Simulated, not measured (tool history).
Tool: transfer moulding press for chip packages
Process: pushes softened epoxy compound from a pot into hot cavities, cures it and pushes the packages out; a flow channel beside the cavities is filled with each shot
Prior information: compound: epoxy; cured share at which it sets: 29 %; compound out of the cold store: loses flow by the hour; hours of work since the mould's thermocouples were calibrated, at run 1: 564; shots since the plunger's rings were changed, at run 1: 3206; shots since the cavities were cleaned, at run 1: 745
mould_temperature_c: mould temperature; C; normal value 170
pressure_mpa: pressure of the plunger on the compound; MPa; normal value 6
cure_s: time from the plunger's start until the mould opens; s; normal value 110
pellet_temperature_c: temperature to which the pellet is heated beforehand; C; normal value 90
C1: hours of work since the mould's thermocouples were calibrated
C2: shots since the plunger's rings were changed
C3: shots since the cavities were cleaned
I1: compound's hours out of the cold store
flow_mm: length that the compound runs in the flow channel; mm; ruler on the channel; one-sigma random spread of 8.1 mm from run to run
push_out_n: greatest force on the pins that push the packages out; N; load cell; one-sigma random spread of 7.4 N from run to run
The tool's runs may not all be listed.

run 1 hour=0 | mould_temperature_c=170 pressure_mpa=6 cure_s=110 pellet_temperature_c=90 | C1=564 C2=3206 C3=745 | I1=36.2 | flow_mm=889 push_out_n=522
-- hour=5.8 cavities cleaned with cleaning compound and waxed
run 2 hour=47.7 | mould_temperature_c=171 pressure_mpa=6 cure_s=110 pellet_temperature_c=90 | C1=591 C2=3657 C3=409 | I1=47.2 | flow_mm=827 push_out_n=433
-- hour=86 cavities cleaned with cleaning compound and waxed
run 3 hour=90.3 | mould_temperature_c=171 pressure_mpa=6 cure_s=110 pellet_temperature_c=90 | C1=614 C2=4057 C3=41 | I1=25.9 | flow_mm=890 push_out_n=313
run 4 hour=117.9 | mould_temperature_c=171 pressure_mpa=6 cure_s=110 pellet_temperature_c=90 | C1=630 C2=4326 C3=310 | I1=23.2 | flow_mm=893 push_out_n=408
run 5 hour=146.1 | mould_temperature_c=171 pressure_mpa=6 cure_s=110 pellet_temperature_c=90 | C1=647 C2=4601 C3=585 | I1=27.6 | flow_mm=883 push_out_n=486
-- hour=166.7 cavities cleaned with cleaning compound and waxed
-- hour=178.3 mould's thermocouples calibrated
run 6 hour=185.1 | mould_temperature_c=171 pressure_mpa=6 cure_s=110 pellet_temperature_c=90 | C1=4 C2=4948 C3=160 | I1=20.6 | flow_mm=902 push_out_n=382
run 7 hour=220.7 | mould_temperature_c=170 pressure_mpa=6 cure_s=110 pellet_temperature_c=93 | C1=25 C2=5295 C3=507 | I1=25 | flow_mm=881 push_out_n=520
-- hour=249 cavities cleaned with cleaning compound and waxed
-- hour=271.7 plunger's sealing rings changed
run 8 hour=272 | mould_temperature_c=170 pressure_mpa=6 cure_s=110 pellet_temperature_c=85 | C1=52 C2=3 C3=200 | I1=37.5 | flow_mm=909 push_out_n=401
run 9 hour=300.9 | mould_temperature_c=165 pressure_mpa=6 cure_s=105 pellet_temperature_c=90 | C1=69 C2=285 C3=482 | I1=38.3 | flow_mm=921 push_out_n=742
run 10 hour=321.3 | mould_temperature_c=165 pressure_mpa=6 cure_s=105 pellet_temperature_c=90 | C1=80 C2=484 C3=681 | I1=35.9 | flow_mm=922 push_out_n=836
-- hour=334.1 cavities cleaned with cleaning compound and waxed
run 11 hour=349 | mould_temperature_c=165 pressure_mpa=6 cure_s=96 pellet_temperature_c=89 | C1=96 C2=739 C3=146 | I1=26.2 | flow_mm=936 push_out_n=725

Here are 4 independent what-if runs from the current tool condition. What would each one return?
run A hour=392.4 | mould_temperature_c=170 pressure_mpa=6 cure_s=92 pellet_temperature_c=90 | C1=121 C2=1162 C3=569 | I1=20.4 | flow_mm=? push_out_n=?
run B hour=392.4 | mould_temperature_c=168 pressure_mpa=5.75 cure_s=99 pellet_temperature_c=89 | C1=121 C2=1162 C3=569 | I1=46.3 | flow_mm=? push_out_n=?
run C hour=392.4 | mould_temperature_c=168 pressure_mpa=4.67 cure_s=144 pellet_temperature_c=90 | C1=121 C2=1162 C3=569 | I1=46.8 | flow_mm=? push_out_n=?
run D hour=392.4 | mould_temperature_c=170 pressure_mpa=5.99 cure_s=142 pellet_temperature_c=82 | C1=121 C2=1162 C3=569 | I1=14 | flow_mm=? push_out_n=?

run=A flow_mm=929 push_out_n=817
run=B flow_mm=855 push_out_n=723
run=C flow_mm=771 push_out_n=396
run=D flow_mm=965 push_out_n=392
With no hidden state in the tool, these same runs would have given:
run=A flow_mm=942 push_out_n=478
run=B flow_mm=867 push_out_n=426
run=C flow_mm=782 push_out_n=232
run=D flow_mm=979 push_out_n=230
